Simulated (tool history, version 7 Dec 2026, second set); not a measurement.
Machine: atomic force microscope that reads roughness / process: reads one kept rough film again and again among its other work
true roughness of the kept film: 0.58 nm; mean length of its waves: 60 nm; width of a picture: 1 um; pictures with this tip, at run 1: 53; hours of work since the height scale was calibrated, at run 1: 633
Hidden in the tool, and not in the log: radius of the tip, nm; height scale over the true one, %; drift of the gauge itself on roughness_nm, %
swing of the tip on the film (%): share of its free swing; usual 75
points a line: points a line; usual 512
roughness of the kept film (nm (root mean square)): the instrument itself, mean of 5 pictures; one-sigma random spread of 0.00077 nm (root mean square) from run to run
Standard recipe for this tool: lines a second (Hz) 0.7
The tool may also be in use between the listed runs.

run	day	lines a second (Hz)	swing of the tip on the film (%)	points a line	pictures with this tip	hours of work since the height scale was calibrated	roughness of the kept film (nm (root mean square))
1	0	0.7	75	512	53	633	0.5643
2	0.75	1.336	75	512	88	646	0.5562
# day 1.2: new tip fitted
3	1.642	1.336	75	512	20	662	0.5569
4	2.217	1.336	75	512	47	672	0.5579
5	3.017	1.336	75	512	85	686	0.5545
# day 3.521: new tip fitted
6	3.712	1.336	75	512	9	699	0.5575
7	4.167	0.7	75	512	30	707	0.5655
8	4.904	0.7	75	512	65	720	0.5627
9	5.629	1.89	75	512	99	733	0.5478
# day 5.888: new tip fitted
10	6.138	1.89	75	512	11	742	0.5517
11	6.9	0.7	75	512	47	755	0.5652
12	7.392	0.7	75	598	70	764	0.5633
13	7.996	0.7	75	598	98	775	0.5641
# day 8.221: new tip fitted
14	8.525	0.7	75	421	14	784	0.5639
15	8.942	0.7	75	421	34	792	0.5642
16	9.458	0.7	75	421	58	801	0.5631
17	9.958	0.7	75	421	81	810	0.5632
# day 10.546: new tip fitted
18	10.625	0.7	75	345	3	821	0.5639
19	11.117	1.085	74	621	26	830	0.5614

Run 20 has not been measured yet. What should we expect?
20	11.862	3.665	74	547	61	844	?

Run 20 produced roughness of the kept film (nm (root mean square)) 0.5319.
Take away the tool's hidden state, keep the run-to-run variation as it was, and the same run would have given roughness of the kept film (nm (root mean square)) 0.5379.
